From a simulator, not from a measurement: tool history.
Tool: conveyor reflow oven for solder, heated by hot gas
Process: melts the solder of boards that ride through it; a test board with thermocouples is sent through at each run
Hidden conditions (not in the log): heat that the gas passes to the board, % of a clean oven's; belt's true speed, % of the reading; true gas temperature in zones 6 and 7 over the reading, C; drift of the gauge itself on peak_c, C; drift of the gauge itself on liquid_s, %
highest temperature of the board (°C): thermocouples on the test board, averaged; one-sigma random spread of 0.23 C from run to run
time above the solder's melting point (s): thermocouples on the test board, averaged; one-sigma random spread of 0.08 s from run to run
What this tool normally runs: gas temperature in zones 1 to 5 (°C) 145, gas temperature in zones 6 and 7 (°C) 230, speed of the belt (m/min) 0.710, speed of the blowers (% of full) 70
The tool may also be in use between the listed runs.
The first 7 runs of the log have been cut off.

run	day	gas temperature in zones 1 to 5 (°C)	gas temperature in zones 6 and 7 (°C)	speed of the belt (m/min)	speed of the blowers (% of full)	hours of work since the flux was cleaned out	hours of work since the belt drive was overhauled	hours of work since the thermocouples were changed	highest temperature of the board (°C)	time above the solder's melting point (s)
8	2.325	145	230	0.710	70	19	157	419	216.5	46.59
9	2.596	145	230	0.710	70	24	161	424	216.3	46.49
10	3.071	145	230	0.710	70	32	169	431	216.1	46.42
11	3.479	145	230	0.710	70	38	176	438	216.0	46.47
12	3.912	152	230	0.710	70	45	183	445	217.3	49.34
13	4.142	145	230	0.833	70	49	187	449	211.4	36.09
14	4.567	138	230	0.710	70	56	194	456	215.0	43.62
15	4.850	145	218	0.710	70	61	198	461	205.6	39.05
16	5.104	145	242	0.784	70	65	202	465	222.8	45.19
17	5.408	137	231	0.814	74	70	207	470	211.8	35.59
# day 5.600: belt drive overhauled, speed set with a stopwatch
18	5.900	155	230	0.727	62	75	5	475	215.7	48.13
19	6.150	154	234	0.832	70	79	9	479	216.5	41.84
20	6.604	136	243	0.701	68	87	16	487	225.6	49.81
21	6.983	150	238	0.710	70	93	23	493	223.5	52.10
22	7.267	150	222	0.633	70	98	27	497	211.7	52.25
# day 7.654: belt drive overhauled, speed set with a stopwatch, once more
23	7.746	145	224	0.838	70	103	1	503	205.6	31.65
24	8.104	145	226	0.665	59	109	7	509	211.0	46.16
25	8.342	137	230	0.712	79	113	11	512	215.4	43.44
26	8.779	137	230	0.712	79	120	18	520	215.1	43.40
27	9.104	156	230	0.844	70	125	24	525	212.6	39.41
28	9.417	138	231	0.671	80	130	29	530	218.2	48.58
29	9.654	145	231	0.756	70	134	33	534	213.9	41.95
30	9.929	137	230	0.840	70	139	37	538	208.6	31.52

5 ways to go on from here, each from the tool as it stands after run 30. What would each give?
A	10.250	147	230	0.687	84	144	43	544	?	?
B	10.250	140	230	0.840	70	144	43	544	?	?
C	10.250	153	230	0.840	70	144	43	544	?	?
D	10.250	137	230	0.840	78	144	43	544	?	?
E	10.250	145	241	0.698	70	144	43	544	?	?

run	highest temperature of the board (°C)	time above the solder's melting point (s)
A	218.1	50.12
B	209.2	32.71
C	211.9	38.21
D	209.7	32.76
E	225.6	51.71
Had the tool no hidden state, the same runs would have come out as:
run	highest temperature of the board (°C)	time above the solder's melting point (s)
A	220.5	51.41
B	211.8	34.47
C	214.2	39.68
D	212.3	34.51
E	228.0	52.80
